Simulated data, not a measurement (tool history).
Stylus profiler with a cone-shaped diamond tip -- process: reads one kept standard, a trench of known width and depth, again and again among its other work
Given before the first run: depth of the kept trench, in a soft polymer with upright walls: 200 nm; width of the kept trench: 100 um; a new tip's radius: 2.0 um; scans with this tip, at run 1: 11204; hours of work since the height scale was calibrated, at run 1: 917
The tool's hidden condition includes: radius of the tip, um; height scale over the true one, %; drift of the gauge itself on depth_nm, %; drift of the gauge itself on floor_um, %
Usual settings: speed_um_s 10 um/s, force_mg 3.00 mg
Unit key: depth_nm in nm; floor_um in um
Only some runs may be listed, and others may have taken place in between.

run    hour  speed_um_s  force_mg  scans with this tip  hours of work since the height scale was calibrated  depth_nm  floor_um
  1     0.0          10      3.00                11204                                                  917    204.60     97.13
  2    29.0          10      3.00                11414                                                  934    204.33     97.14
  3    53.1          10      3.00                11589                                                  948    204.56     97.18
  4    73.2          10      3.00                11735                                                  960    204.64     97.13
  5    88.5          10      3.00                11847                                                  969    204.55     97.11
  6   107.5          10      7.18                11985                                                  981    207.67     97.11
  7   123.2          10      7.18                12099                                                  990    207.68     97.12
  8   149.3          10      3.00                12288                                                 1006    204.58     97.10
  9   180.5          10      3.00                12514                                                 1024    204.68     97.08
 10   207.9          10      3.00                12714                                                 1040    204.61     97.07
 11   237.8          10      3.00                12931                                                 1058    204.66     97.04
 12   268.8          10      3.00                13156                                                 1077    204.63     97.05
 13   295.8          10      3.00                13352                                                 1093    204.76     96.98
 14   327.9          10      3.00                13585                                                 1112    204.88     96.98
      331.3  -- height scale calibrated on a step standard
 15   361.0          10      3.00                13822                                                   18    204.98     96.92
 16   380.0          10      3.00                13960                                                   29    205.11     96.94
      410.1  -- new tip fitted, height scale calibrated
 17   413.5          10      3.00                   24                                                    2    204.05     98.17
 18   429.7          11      3.00                  142                                                   12    203.87     98.13
      438.9  -- height scale calibrated on a step standard, once more
 19   459.8          10      3.00                  357                                                   12    203.99     98.14
 20   473.5          10      3.00                  457                                                   21    203.99     98.14
 21   503.2          10      3.00                  672                                                   38    203.89     98.09
 22   528.1          10      3.00                  853                                                   53    203.93     98.04
 23   548.2          10      3.00                  999                                                   65    203.92     98.11
 24   570.1           3      3.84                 1158                                                   78    204.69     98.15
 25   600.9           3      3.84                 1382                                                   96    204.67     98.07
 26   625.8           3      3.84                 1562                                                  111    204.79     98.05
 27   639.4           3      3.84                 1661                                                  119    204.78     98.09
 28   667.6           4      6.48                 1866                                                  136    206.77     98.03
 29   685.9           4      6.48                 2000                                                  147    206.67     98.01
 30   703.4          12      2.27                 2127                                                  157    203.41     97.90
 31   719.9          12      2.27                 2246                                                  167    203.44     97.90
 32   738.1           4      1.02                 2379                                                  178    201.91     97.89
 33   767.2          40      1.82                 2590                                                  195    202.91     97.62
 34   788.7           2      5.13                 2746                                                  208    205.82     97.91
 35   814.9           4      8.06                 2937                                                  224    207.90     97.92
 36   846.2           3      1.91                 3164                                                  242    203.07     97.89
 37   866.1          20      3.67                 3308                                                  254    204.66     97.81
 38   883.8           2      6.18                 3437                                                  264    206.56     97.92
 39   909.2           4      1.53                 3621                                                  280    202.77     97.85
 40   927.4           9      5.54                 3754                                                  290    206.20     97.79
 41   953.2           8      7.48                 3941                                                  306    207.68     97.74
 42   968.3          10      5.61                 4051                                                  315    206.28     97.76
 43   995.9          15      1.34                 4251                                                  331    202.68     97.65
 44  1018.1           3      3.03                 4413                                                  344    204.21     97.78
 45  1044.5           8      2.94                 4604                                                  360    204.11     97.71

Each row is a separate what-if for the run after 45, all from the same tool condition, not one after another. Results?
  A  1060.0          10      1.13                 4717                                                  369         ?         ?
  B  1060.0           6      7.80                 4717                                                  369         ?         ?
  C  1060.0           8      1.45                 4717                                                  369         ?         ?
  D  1060.0           8      1.80                 4717                                                  369         ?         ?

run  depth_nm  floor_um
  A    202.32     97.63
  B    207.79     97.70
  C    202.74     97.65
  D    202.98     97.68
With the hidden condition removed and each run's random variation left untouched, the same runs would have given:
run  depth_nm  floor_um
  A    202.05     98.13
  B    207.51     98.20
  C    202.47     98.16
  D    202.71     98.18
